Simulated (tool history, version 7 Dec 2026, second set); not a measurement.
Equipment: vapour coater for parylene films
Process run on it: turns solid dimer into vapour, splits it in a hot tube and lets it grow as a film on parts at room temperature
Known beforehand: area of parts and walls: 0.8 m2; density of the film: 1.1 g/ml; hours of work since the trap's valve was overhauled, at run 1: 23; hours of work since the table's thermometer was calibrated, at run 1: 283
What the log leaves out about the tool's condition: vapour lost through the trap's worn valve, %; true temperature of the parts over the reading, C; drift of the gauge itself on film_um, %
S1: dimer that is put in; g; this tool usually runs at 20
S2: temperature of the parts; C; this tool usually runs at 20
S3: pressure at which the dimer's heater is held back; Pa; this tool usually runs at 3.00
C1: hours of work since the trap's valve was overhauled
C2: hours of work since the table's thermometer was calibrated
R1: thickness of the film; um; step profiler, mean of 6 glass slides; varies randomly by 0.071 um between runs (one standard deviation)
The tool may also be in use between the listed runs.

run,day,S1,S2,S3,C1,C2,R1
1,0.000,20,20,3.00,23,283,19.77
2,0.475,20,20,3.00,29,289,19.63
3,0.771,20,20,6.25,32,292,16.99
4,1.154,20,20,6.25,37,296,16.96
5,1.621,10,20,3.00,42,302,9.83
6,2.225,11,20,3.00,49,309,10.78
7,2.925,11,20,3.00,57,317,10.79
# day 3.138: trap's valve overhauled
8,3.579,11,20,3.00,5,322,10.70
9,4.162,14,18,4.52,12,329,13.49
10,4.825,14,18,4.52,19,337,13.67
11,5.462,20,19,3.00,27,344,20.29
12,5.858,20,27,3.00,31,349,14.41
13,6.525,20,27,3.00,39,356,14.40
# day 7.008: trap's valve overhauled, once more
14,7.042,20,27,3.00,0,360,14.78
15,7.533,30,28,11.12,6,366,16.19
16,7.954,30,20,5.07,11,371,26.69

5 ways to go on from here, each from the tool as it stands after run 16. What would each give?
A,8.612,30,20,3.11,18,379,?
B,8.612,21,20,2.58,18,379,?
C,8.612,30,14,6.28,18,379,?
D,8.612,29,32,3.00,18,379,?
E,8.612,19,20,3.00,18,379,?

run,R1
A,29.55
B,21.36
C,33.04
D,17.35
E,18.82
What these runs would have given with no unlogged condition in the tool:
run,R1
A,29.29
B,21.16
C,32.74
D,17.20
E,18.65
